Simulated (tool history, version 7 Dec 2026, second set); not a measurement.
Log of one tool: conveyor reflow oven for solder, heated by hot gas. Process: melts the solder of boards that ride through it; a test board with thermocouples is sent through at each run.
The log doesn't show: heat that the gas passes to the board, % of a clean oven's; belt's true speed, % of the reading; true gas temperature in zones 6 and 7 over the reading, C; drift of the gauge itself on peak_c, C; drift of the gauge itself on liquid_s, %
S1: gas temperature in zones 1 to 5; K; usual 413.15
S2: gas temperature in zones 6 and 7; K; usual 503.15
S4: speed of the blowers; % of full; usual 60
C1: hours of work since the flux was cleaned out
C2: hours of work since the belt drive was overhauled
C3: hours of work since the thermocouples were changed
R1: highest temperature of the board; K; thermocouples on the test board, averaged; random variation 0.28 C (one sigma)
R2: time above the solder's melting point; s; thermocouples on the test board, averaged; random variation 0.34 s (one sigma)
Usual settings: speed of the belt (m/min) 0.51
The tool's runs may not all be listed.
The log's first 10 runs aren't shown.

{"hour": 242.6, "done": "flux residue cleaned out of gas plates and filters"}
{"run": 11, "hour": 274.4, "S1": 413.15, "S2": 497.15, "speed of the belt (m/min)": 0.51, "S4": 60, "C1": 21, "C2": 340, "C3": 845, "R1": 479.85, "R2": 58.1}
{"run": 12, "hour": 306.7, "S1": 413.15, "S2": 497.15, "speed of the belt (m/min)": 0.51, "S4": 60, "C1": 42, "C2": 362, "C3": 867, "R1": 479.25, "R2": 57.6}
{"hour": 330.5, "done": "flux residue cleaned out of gas plates and filters, once more"}
{"run": 13, "hour": 331.6, "S1": 423.15, "S2": 503.15, "speed of the belt (m/min)": 0.51, "S4": 60, "C1": 1, "C2": 375, "C3": 880, "R1": 488.75, "R2": 75.3}
{"run": 14, "hour": 361.1, "S1": 423.15, "S2": 503.15, "speed of the belt (m/min)": 0.51, "S4": 60, "C1": 20, "C2": 394, "C3": 900, "R1": 488.85, "R2": 74.3}
{"run": 15, "hour": 390.1, "S1": 423.15, "S2": 503.15, "speed of the belt (m/min)": 0.51, "S4": 60, "C1": 40, "C2": 414, "C3": 919, "R1": 489.25, "R2": 75.3}
{"run": 16, "hour": 414.0, "S1": 413.15, "S2": 503.15, "speed of the belt (m/min)": 0.51, "S4": 60, "C1": 55, "C2": 429, "C3": 935, "R1": 486.95, "R2": 67.2}
{"run": 17, "hour": 429.5, "S1": 415.15, "S2": 499.15, "speed of the belt (m/min)": 0.51, "S4": 85, "C1": 66, "C2": 440, "C3": 945, "R1": 488.85, "R2": 72.5}
{"run": 18, "hour": 458.5, "S1": 422.15, "S2": 493.15, "speed of the belt (m/min)": 0.51, "S4": 82, "C1": 85, "C2": 459, "C3": 964, "R1": 484.65, "R2": 71.7}
{"run": 19, "hour": 485.9, "S1": 412.15, "S2": 501.15, "speed of the belt (m/min)": 0.51, "S4": 82, "C1": 103, "C2": 477, "C3": 982, "R1": 490.15, "R2": 70.6}
{"run": 20, "hour": 501.8, "S1": 425.15, "S2": 501.15, "speed of the belt (m/min)": 0.516, "S4": 81, "C1": 114, "C2": 488, "C3": 993, "R1": 491.05, "R2": 78.8}
{"run": 21, "hour": 523.9, "S1": 417.15, "S2": 503.15, "speed of the belt (m/min)": 0.51, "S4": 74, "C1": 128, "C2": 502, "C3": 1007, "R1": 490.75, "R2": 73.6}
{"run": 22, "hour": 557.6, "S1": 417.15, "S2": 505.15, "speed of the belt (m/min)": 0.546, "S4": 74, "C1": 150, "C2": 525, "C3": 1030, "R1": 489.85, "R2": 68.2}
{"run": 23, "hour": 583.4, "S1": 417.15, "S2": 505.15, "speed of the belt (m/min)": 0.546, "S4": 74, "C1": 168, "C2": 542, "C3": 1047, "R1": 490.25, "R2": 68.4}
{"run": 24, "hour": 608.9, "S1": 417.15, "S2": 505.15, "speed of the belt (m/min)": 0.546, "S4": 74, "C1": 184, "C2": 559, "C3": 1064, "R1": 489.85, "R2": 68.4}
{"run": 25, "hour": 632.6, "S1": 417.15, "S2": 505.15, "speed of the belt (m/min)": 0.546, "S4": 74, "C1": 200, "C2": 574, "C3": 1080, "R1": 490.25, "R2": 67.9}
{"run": 26, "hour": 659.8, "S1": 418.15, "S2": 503.15, "speed of the belt (m/min)": 0.535, "S4": 51, "C1": 218, "C2": 592, "C3": 1097, "R1": 482.25, "R2": 60.4}
{"run": 27, "hour": 680.2, "S1": 418.15, "S2": 505.15, "speed of the belt (m/min)": 0.426, "S4": 51, "C1": 232, "C2": 606, "C3": 1111, "R1": 492.25, "R2": 90.6}
{"run": 28, "hour": 698.1, "S1": 409.15, "S2": 505.15, "speed of the belt (m/min)": 0.426, "S4": 51, "C1": 244, "C2": 618, "C3": 1123, "R1": 490.15, "R2": 83.1}
{"run": 29, "hour": 729.2, "S1": 413.15, "S2": 514.15, "speed of the belt (m/min)": 0.51, "S4": 60, "C1": 264, "C2": 638, "C3": 1143, "R1": 494.95, "R2": 74.9}
{"run": 30, "hour": 749.9, "S1": 405.15, "S2": 514.15, "speed of the belt (m/min)": 0.587, "S4": 60, "C1": 278, "C2": 652, "C3": 1157, "R1": 487.15, "R2": 54.3}
{"run": 31, "hour": 769.1, "S1": 405.15, "S2": 512.15, "speed of the belt (m/min)": 0.471, "S4": 60, "C1": 291, "C2": 665, "C3": 1170, "R1": 494.65, "R2": 77.5}
{"run": 32, "hour": 797.3, "S1": 404.15, "S2": 503.15, "speed of the belt (m/min)": 0.51, "S4": 62, "C1": 309, "C2": 683, "C3": 1189, "R1": 484.65, "R2": 60.7}

Forecast each of these 3 alternatives for the next run:
{"run": "A", "hour": 816.8, "S1": 405.15, "S2": 496.15, "speed of the belt (m/min)": 0.51, "S4": 88, "C1": 322, "C2": 696, "C3": 1202, "R1": "?", "R2": "?"}
{"run": "B", "hour": 816.8, "S1": 402.15, "S2": 491.15, "speed of the belt (m/min)": 0.528, "S4": 62, "C1": 322, "C2": 696, "C3": 1202, "R1": "?", "R2": "?"}
{"run": "C", "hour": 816.8, "S1": 425.15, "S2": 492.15, "speed of the belt (m/min)": 0.585, "S4": 60, "C1": 322, "C2": 696, "C3": 1202, "R1": "?", "R2": "?"}

run=A R1=484.25 R2=63.2
run=B R1=472.95 R2=41.7
run=C R1=475.05 R2=49.1
Without the tool's hidden state the same runs would have given:
run=A R1=483.35 R2=62.6
run=B R1=472.15 R2=40.7
run=C R1=474.05 R2=48.1
